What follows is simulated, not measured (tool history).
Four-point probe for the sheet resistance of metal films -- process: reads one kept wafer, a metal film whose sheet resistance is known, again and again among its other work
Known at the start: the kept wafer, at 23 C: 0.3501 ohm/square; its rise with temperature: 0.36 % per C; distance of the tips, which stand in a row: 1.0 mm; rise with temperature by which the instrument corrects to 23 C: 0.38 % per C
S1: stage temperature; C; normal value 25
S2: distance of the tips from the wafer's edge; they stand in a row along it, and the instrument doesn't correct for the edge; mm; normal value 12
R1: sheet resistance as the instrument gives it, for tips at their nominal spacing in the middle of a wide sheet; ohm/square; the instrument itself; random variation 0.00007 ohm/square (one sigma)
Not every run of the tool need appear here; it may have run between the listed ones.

| run | day | S1 | S2 | R1 |
|---|---|---|---|---|
| 1 | 0.000 | 25 | 12 | 0.352773 |
| 2 | 2.233 | 25 | 12 | 0.352714 |
| 3 | 3.300 | 25 | 12 | 0.352700 |
| 4 | 4.404 | 25 | 6 | 0.356477 |
| 5 | 5.612 | 25 | 4 | 0.362587 |
| 6 | 6.950 | 25 | 4 | 0.362667 |
| 7 | 8.675 | 25 | 4 | 0.362645 |
| 8 | 9.821 | 19 | 12 | 0.352932 |
| 9 | 10.988 | 19 | 12 | 0.352994 |
| 10 | 12.242 | 25 | 12 | 0.352586 |
| 11 | 13.179 | 25 | 12 | 0.352556 |
| 12 | 14.742 | 32 | 23 | 0.351197 |

Run 13, settings as shown, results not yet in. Your forecast:
|  | 14.896 | stage's thermometer calibrated |
| 13 | 16.017 | 22 | 12 | ? |

{"run 13": {"R1": 0.351941}}
Take away the tool's hidden state, keep the run-to-run variation as it was, and the same run would have given R1 0.351451 ohm/square.

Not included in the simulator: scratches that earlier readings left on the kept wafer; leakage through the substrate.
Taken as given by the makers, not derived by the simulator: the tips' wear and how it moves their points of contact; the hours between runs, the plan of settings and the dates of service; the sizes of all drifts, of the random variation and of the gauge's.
